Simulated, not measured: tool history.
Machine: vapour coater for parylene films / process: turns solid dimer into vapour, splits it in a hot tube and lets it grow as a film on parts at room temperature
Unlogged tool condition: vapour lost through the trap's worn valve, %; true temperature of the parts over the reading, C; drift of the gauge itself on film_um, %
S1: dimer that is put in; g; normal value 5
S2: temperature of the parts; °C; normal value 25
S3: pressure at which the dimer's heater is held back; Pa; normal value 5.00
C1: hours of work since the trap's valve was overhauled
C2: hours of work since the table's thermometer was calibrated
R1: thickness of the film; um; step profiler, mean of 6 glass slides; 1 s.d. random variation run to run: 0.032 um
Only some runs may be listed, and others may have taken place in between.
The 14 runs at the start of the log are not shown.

run	day	S1	S2	S3	C1	C2	R1
15	30.292	5	21	5.00	178	805	3.35
16	32.708	5	25	5.00	202	829	3.07
17	35.433	5	25	5.00	228	855	3.03
18	36.633	4	25	5.00	240	867	2.44
19	37.829	3	30	5.00	251	878	1.61
# day 39.242: trap's valve overhauled
20	39.371	3	30	5.00	1	892	1.62
21	42.021	5	21	9.88	27	917	3.03
22	43.750	5	21	9.88	44	934	2.96
23	45.904	5	21	9.88	65	955	2.99
24	48.483	5	17	5.67	90	980	3.62
25	49.867	5	17	5.67	103	993	3.62
26	51.462	6	35	2.19	118	1009	3.31
27	54.146	7	35	2.19	144	1035	3.87
28	55.317	3	25	2.37	156	1046	2.07
29	57.858	3	22	2.37	180	1071	2.25
30	60.654	2	25	5.00	208	1098	1.27
31	63.167	5	25	3.58	232	1122	3.20
32	65.512	3	36	2.23	255	1145	1.62
# day 66.550: trap's valve overhauled
33	68.425	3	36	2.23	18	1172	1.60
34	71.033	2	17	3.24	43	1197	1.57
35	73.896	3	30	3.12	71	1225	1.78
36	75.058	3	30	3.12	82	1236	1.77

Predict each of these 4 candidate next runs independently; none follows another, all start after run 36:
A	76.850	6	28	2.37	100	1253	?
B	76.850	5	21	5.00	100	1253	?
C	76.850	7	20	6.03	100	1253	?
D	76.850	2	25	5.52	100	1253	?

run	R1
A	3.87
B	3.39
C	4.71
D	1.20
With no hidden state in the tool, these same runs would have given:
run	R1
A	3.87
B	3.40
C	4.72
D	1.20

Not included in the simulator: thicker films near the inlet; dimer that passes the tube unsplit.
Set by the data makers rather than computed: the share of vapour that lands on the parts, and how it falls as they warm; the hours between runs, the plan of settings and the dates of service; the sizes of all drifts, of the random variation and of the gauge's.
